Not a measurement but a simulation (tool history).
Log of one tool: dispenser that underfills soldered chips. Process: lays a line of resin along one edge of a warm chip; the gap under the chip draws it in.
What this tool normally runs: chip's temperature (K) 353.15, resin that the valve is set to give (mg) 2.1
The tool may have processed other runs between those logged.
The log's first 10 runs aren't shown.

run	hour	chip's temperature (K)	resin that the valve is set to give (mg)	time until the resin shows at the far edge (s)	resin that the valve gave (mg)
11	29.6	353.15	1.92	16.2	1.843
12	32.5	353.15	2.1	16.9	2.017
13	36.1	343.15	2.1	33.6	2.018
# hour 39.4: new syringe of resin
14	40.5	353.15	2.1	15	2.03
15	43.1	353.15	2.1	16	2.015
16	47	353.15	2.1	19.8	2.011
17	49.2	353.15	2.1	22.2	2.001
# hour 51.8: new syringe of resin
18	52.3	353.15	2.1	14.3	2
19	54.2	353.15	2.1	15.8	2.011
20	57.2	353.15	2.1	17.6	2
21	60.1	352.15	2.36	21	2.25
# hour 64.1: new syringe of resin
22	64.2	339.15	2.47	28.5	2.357
23	68.1	353.15	2.29	16	2.183

Run 24 comes next. What will it give?
24	70.2	352.15	1.98	?	?

time until the resin shows at the far edge (s): 19.6
resin that the valve gave (mg): 1.88
Take away the tool's hidden state, keep the run-to-run variation as it was, and the same run would have given time until the resin shows at the far edge (s) 15.3, resin that the valve gave (mg) 1.98.
